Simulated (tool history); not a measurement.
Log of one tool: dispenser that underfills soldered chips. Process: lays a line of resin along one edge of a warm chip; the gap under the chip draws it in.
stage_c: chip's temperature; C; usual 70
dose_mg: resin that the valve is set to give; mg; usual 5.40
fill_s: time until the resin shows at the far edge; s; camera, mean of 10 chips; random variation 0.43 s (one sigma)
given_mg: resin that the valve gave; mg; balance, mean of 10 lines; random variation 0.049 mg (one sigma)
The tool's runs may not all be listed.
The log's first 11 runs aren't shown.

| run | hour | stage_c | dose_mg | hours of work since the syringe was changed | hours of work since the valve was cleaned | hours of work since the stage was calibrated | fill_s | given_mg |
|---|---|---|---|---|---|---|---|---|
|  | 71.2 | new syringe of resin |
| 12 | 72.6 | 70 | 6.01 | 1 | 40 | 176 | 33.3 | 5.86 |
| 13 | 79.8 | 59 | 6.01 | 6 | 45 | 181 | 75.7 | 5.81 |
|  | 84.0 | new syringe of resin |
| 14 | 87.8 | 59 | 6.01 | 3 | 50 | 186 | 58.8 | 5.80 |
| 15 | 92.8 | 70 | 6.91 | 6 | 54 | 189 | 44.7 | 6.62 |
|  | 96.5 | new syringe of resin |
| 16 | 96.5 | 70 | 5.40 | 0 | 56 | 192 | 30.9 | 5.15 |
| 17 | 100.8 | 70 | 5.40 | 3 | 59 | 195 | 37.8 | 5.13 |
| 18 | 108.2 | 61 | 5.40 | 8 | 64 | 199 | 78.3 | 5.19 |
|  | 109.6 | new syringe of resin |
| 19 | 115.9 | 61 | 6.00 | 4 | 69 | 204 | 60.9 | 5.75 |
|  | 122.6 | new syringe of resin |
| 20 | 123.8 | 61 | 6.08 | 1 | 74 | 209 | 50.1 | 5.80 |
| 21 | 131.9 | 56 | 6.08 | 6 | 79 | 215 | 89.2 | 5.57 |
|  | 135.7 | new syringe of resin |
| 22 | 137.6 | 56 | 6.08 | 1 | 83 | 218 | 65.6 | 5.58 |
| 23 | 142.7 | 80 | 5.74 | 5 | 86 | 222 | 28.1 | 5.36 |
| 24 | 147.8 | 80 | 5.74 | 8 | 90 | 225 | 34.7 | 5.40 |
|  | 148.9 | new syringe of resin |
| 25 | 153.5 | 74 | 6.01 | 3 | 93 | 229 | 32.9 | 5.62 |
| 26 | 157.1 | 71 | 5.07 | 5 | 96 | 231 | 45.9 | 4.67 |
|  | 161.6 | new syringe of resin |
| 27 | 161.6 | 61 | 5.48 | 0 | 98 | 234 | 46.7 | 5.07 |
| 28 | 165.3 | 71 | 5.40 | 2 | 101 | 237 | 36.3 | 4.99 |
| 29 | 169.3 | 56 | 6.10 | 5 | 104 | 239 | 81.8 | 5.64 |
|  | 174.4 | new syringe of resin |
| 30 | 174.7 | 84 | 6.91 | 0 | 107 | 243 | 17.3 | 6.28 |
| 31 | 178.6 | 74 | 5.40 | 3 | 109 | 245 | 32.5 | 4.93 |
| 32 | 185.0 | 62 | 6.12 | 7 | 114 | 249 | 69.9 | 5.61 |
|  | 187.0 | new syringe of resin |
| 33 | 191.2 | 80 | 5.41 | 3 | 118 | 253 | 25.9 | 4.92 |
| 34 | 196.6 | 65 | 6.98 | 6 | 121 | 257 | 59.0 | 6.36 |
|  | 199.7 | new syringe of resin |
| 35 | 204.8 | 70 | 6.98 | 3 | 127 | 262 | 37.7 | 6.30 |

5 ways to go on from here, each from the tool as it stands after run 35. What would each give?
| A | 209.6 | 82 | 6.84 | 7 | 130 | 265 | ? | ? |
| B | 209.6 | 55 | 6.98 | 7 | 130 | 265 | ? | ? |
| C | 209.6 | 70 | 6.46 | 7 | 130 | 265 | ? | ? |
| D | 209.6 | 77 | 5.10 | 7 | 130 | 265 | ? | ? |
| E | 209.6 | 70 | 5.66 | 7 | 130 | 265 | ? | ? |

| run | fill_s | given_mg |
|---|---|---|
| A | 27.7 | 6.22 |
| B | 90.0 | 6.37 |
| C | 46.7 | 5.91 |
| D | 37.5 | 4.65 |
| E | 47.8 | 5.11 |
Without the tool's hidden state the same runs would have given:
| run | fill_s | given_mg |
|---|---|---|
| A | 17.4 | 6.88 |
| B | 56.6 | 7.05 |
| C | 29.4 | 6.54 |
| D | 23.2 | 5.15 |
| E | 29.9 | 5.66 |

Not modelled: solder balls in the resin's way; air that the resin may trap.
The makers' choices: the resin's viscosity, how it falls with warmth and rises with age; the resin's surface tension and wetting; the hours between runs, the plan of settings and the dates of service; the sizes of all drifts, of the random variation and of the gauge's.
